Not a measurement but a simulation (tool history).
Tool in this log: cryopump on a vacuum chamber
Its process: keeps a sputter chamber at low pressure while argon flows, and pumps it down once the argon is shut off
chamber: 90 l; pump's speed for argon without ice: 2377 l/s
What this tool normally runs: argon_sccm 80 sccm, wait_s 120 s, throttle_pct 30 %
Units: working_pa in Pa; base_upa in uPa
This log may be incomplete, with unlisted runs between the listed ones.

run	day	argon_sccm	wait_s	throttle_pct	working_pa	base_upa
1	0	80	120	30	0.2045	1.3
2	3.117	80	37	30	0.2056	2.39
3	7.438	80	37	30	0.2062	2.5
4	11.742	80	37	30	0.2085	2.66
5	14.779	80	37	30	0.2099	2.65
# day 17.367: pump warmed up, emptied and cooled again
6	17.371	80	120	30	0.1897	1.27
7	22.446	80	120	30	0.1924	1.37
8	25.862	80	120	30	0.193	1.38
9	29.225	82	120	30	0.1977	1.42
10	32.467	82	120	30	0.1995	1.5
11	37.404	82	120	30	0.2007	1.53
12	42.021	80	57	30	0.1994	2.14
13	45.579	80	57	30	0.2019	2.23
14	48.35	80	57	30	0.2039	2.22
15	51.892	80	130	30	0.2048	1.74
16	55.358	80	120	30	0.2038	1.86
17	58.579	80	120	30	0.2072	1.85
18	63.575	80	120	30	0.2081	1.96
19	66.971	80	120	30	0.2113	1.98
20	69.017	70	123	26	0.2145	2.01
# day 71.004: pump warmed up, emptied and cooled again
21	72.996	49	220	26	0.1336	1.44
22	77.233	49	220	26	0.1363	1.47
23	79.712	49	220	26	0.1363	1.54
24	84.438	33	294	38	0.064	1.52
25	89.379	80	120	54	0.113	1.89
26	94.117	80	139	30	0.1992	1.85
27	96.575	91	50	50	0.1411	2.57
28	98.75	91	50	50	0.1421	2.69
29	103.571	91	50	50	0.1434	2.88
30	107.467	74	50	18	0.3075	2.93
31	109.854	44	34	20	0.1659	3.5
32	114.492	37	120	30	0.0977	2.36
33	118.75	80	120	35	0.1832	2.49

Consider 4 possible next runs. They are alternatives, not a sequence: every one starts from the tool as it was left by run 33. What does each give?
A	123.758	80	120	39	?	?
B	123.758	35	254	17	?	?
C	123.758	80	34	17	?	?
D	123.758	67	189	39	?	?

run	working_pa	base_upa
A	0.17	2.61
B	0.1575	2.3
C	0.3593	3.78
D	0.1423	2.39
Without the tool's unlogged condition, the same runs would have read:
run	working_pa	base_upa
A	0.1456	0.65
B	0.1469	0.35
C	0.3349	1.81
D	0.1218	0.43

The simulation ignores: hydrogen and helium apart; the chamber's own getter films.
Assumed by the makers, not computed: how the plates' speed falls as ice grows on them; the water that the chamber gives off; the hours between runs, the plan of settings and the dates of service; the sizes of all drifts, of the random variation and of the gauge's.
